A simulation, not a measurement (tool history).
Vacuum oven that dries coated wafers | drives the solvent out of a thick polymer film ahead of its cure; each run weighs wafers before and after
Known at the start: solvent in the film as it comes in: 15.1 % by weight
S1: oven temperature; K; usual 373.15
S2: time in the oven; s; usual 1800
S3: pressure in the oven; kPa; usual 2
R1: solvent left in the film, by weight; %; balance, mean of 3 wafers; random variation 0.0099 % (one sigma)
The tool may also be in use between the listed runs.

run,hour,S1,S2,S3,R1
1,0,373.15,1800,2,3.031
2,10.1,373.15,1800,2,3.033
3,26,373.15,1800,2,3.026
4,36.8,373.15,1800,2,3.01
5,50.8,373.15,1740,2,3.1
6,60.5,373.15,1740,2,3.088
7,77,373.15,1800,2,3.028
8,95.6,373.15,2220,2,2.589
9,110.1,373.15,2220,2,2.583
10,129.3,365.15,2760,7.48,10.451
11,148,365.15,2760,7.48,10.453
12,167.5,383.15,1680,2,1.618
13,188.7,383.15,1680,2,1.622
14,210,383.15,1680,2,1.633
15,221.1,383.15,1680,3.43,2.62
16,234.8,373.15,1260,6.42,7.711
17,247.9,373.15,1260,6.42,7.727
18,261.4,373.15,2640,1.06,1.472

Forecast each of these 3 alternatives for the next run:
A,273.3,363.15,2640,2.89,?
B,273.3,374.15,1800,1.21,?
C,273.3,373.15,3060,1.06,?

run,R1
A,5.624
B,2.087
C,1.306
Without the tool's hidden state the same runs would have given:
run,R1
A,5.653
B,2.09
C,1.263
